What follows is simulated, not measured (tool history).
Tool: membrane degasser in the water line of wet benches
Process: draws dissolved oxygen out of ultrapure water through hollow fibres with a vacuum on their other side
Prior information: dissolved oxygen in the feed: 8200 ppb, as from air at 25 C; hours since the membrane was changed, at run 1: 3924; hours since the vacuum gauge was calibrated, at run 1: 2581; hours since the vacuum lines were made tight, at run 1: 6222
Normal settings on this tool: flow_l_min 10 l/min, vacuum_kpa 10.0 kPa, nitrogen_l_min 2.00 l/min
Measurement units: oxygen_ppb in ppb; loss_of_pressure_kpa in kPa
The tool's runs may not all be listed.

run    hour  flow_l_min  vacuum_kpa  nitrogen_l_min  hours since the membrane was changed  hours since the vacuum gauge was calibrated  hours since the vacuum lines were made tight  oxygen_ppb  loss_of_pressure_kpa
  1     0.0          10        10.0            2.00                                  3924                                         2581                                          6222        91.5                 45.88
  2    77.2          10        10.0            2.00                                  4001                                         2659                                          6300        91.7                 45.75
  3   181.0          10        13.0            2.00                                  4105                                         2762                                          6403       128.3                 46.12
  4   241.5          10        10.0            2.00                                  4166                                         2823                                          6464        91.7                 46.08
  5   314.2          10        10.0            2.00                                  4239                                         2896                                          6537        91.8                 45.89
  6   378.1          10        10.0            2.00                                  4302                                         2960                                          6601        91.9                 46.42
  7   447.2          10        10.0            2.00                                  4371                                         3029                                          6670        91.9                 45.95
  8   518.1          10        10.0            2.00                                  4442                                         3100                                          6741        92.3                 46.25
  9   639.4          10        10.0            2.00                                  4564                                         3221                                          6862        91.8                 46.40
      672.3  -- seals of the vacuum lines changed
 10   761.8          10        10.0            2.00                                  4684                                         3341                                            89        88.9                 46.55
 11   864.1          10        20.4            2.00                                  4786                                         3444                                           192       211.7                 46.34
 12  1007.5          10        20.4            2.00                                  4930                                         3587                                           335       211.9                 46.28
 13  1138.8          10        18.9            2.00                                  5061                                         3718                                           467       195.4                 46.25
 14  1228.5           9        10.0            2.00                                  5151                                         3808                                           556        80.3                 41.61
 15  1298.3           9        10.0            2.00                                  5221                                         3878                                           626        80.5                 41.72
 16  1391.1           9        10.0            2.00                                  5313                                         3971                                           719        80.8                 41.73
 17  1531.3           7        24.3            1.11                                  5454                                         4111                                           859       319.4                 32.07
 18  1593.4          15        22.2            5.40                                  5516                                         4173                                           921       143.6                 69.52
 19  1667.2          15        22.2            5.40                                  5589                                         4247                                           995       142.8                 69.60
 20  1751.0          15        22.2            5.40                                  5673                                         4330                                          1079       143.9                 69.55
 21  1854.0           7        16.4            5.40                                  5776                                         4433                                          1182        46.0                 32.63
 22  1925.0          10         7.4            2.00                                  5847                                         4504                                          1253        58.9                 46.37
 23  1987.0           7        17.7            2.00                                  5909                                         4566                                          1315       128.6                 32.19
 24  2088.1          15         6.1            4.94                                  6010                                         4668                                          1416        36.7                 70.10
 25  2217.8          15        13.9            1.31                                  6140                                         4797                                          1545       297.8                 70.15
 26  2282.8          14        24.8            1.19                                  6205                                         4862                                          1610       574.0                 64.71
 27  2355.6          12        18.5            1.73                                  6278                                         4935                                          1683       262.1                 56.05

Here are 5 independent what-if runs from the current tool condition. What would each one return?
  A  2484.5          11        21.7            4.95                                  6407                                         5064                                          1812           ?                     ?
  B  2484.5          12        10.0            1.73                                  6407                                         5064                                          1812           ?                     ?
  C  2484.5           8        10.0            2.00                                  6407                                         5064                                          1812           ?                     ?
  D  2484.5           8        12.6            2.32                                  6407                                         5064                                          1812           ?                     ?
  E  2484.5          10        14.4            2.00                                  6407                                         5064                                          1812           ?                     ?

run  oxygen_ppb  loss_of_pressure_kpa
  A       110.4                 50.89
  B       125.2                 55.82
  C        73.1                 37.07
  D        86.1                 36.87
  E       143.6                 46.52
Without the tool's hidden state the same runs would have given:
run  oxygen_ppb  loss_of_pressure_kpa
  A       107.6                 49.81
  B       120.5                 54.63
  C        70.2                 36.28
  D        83.2                 36.09
  E       139.6                 45.54

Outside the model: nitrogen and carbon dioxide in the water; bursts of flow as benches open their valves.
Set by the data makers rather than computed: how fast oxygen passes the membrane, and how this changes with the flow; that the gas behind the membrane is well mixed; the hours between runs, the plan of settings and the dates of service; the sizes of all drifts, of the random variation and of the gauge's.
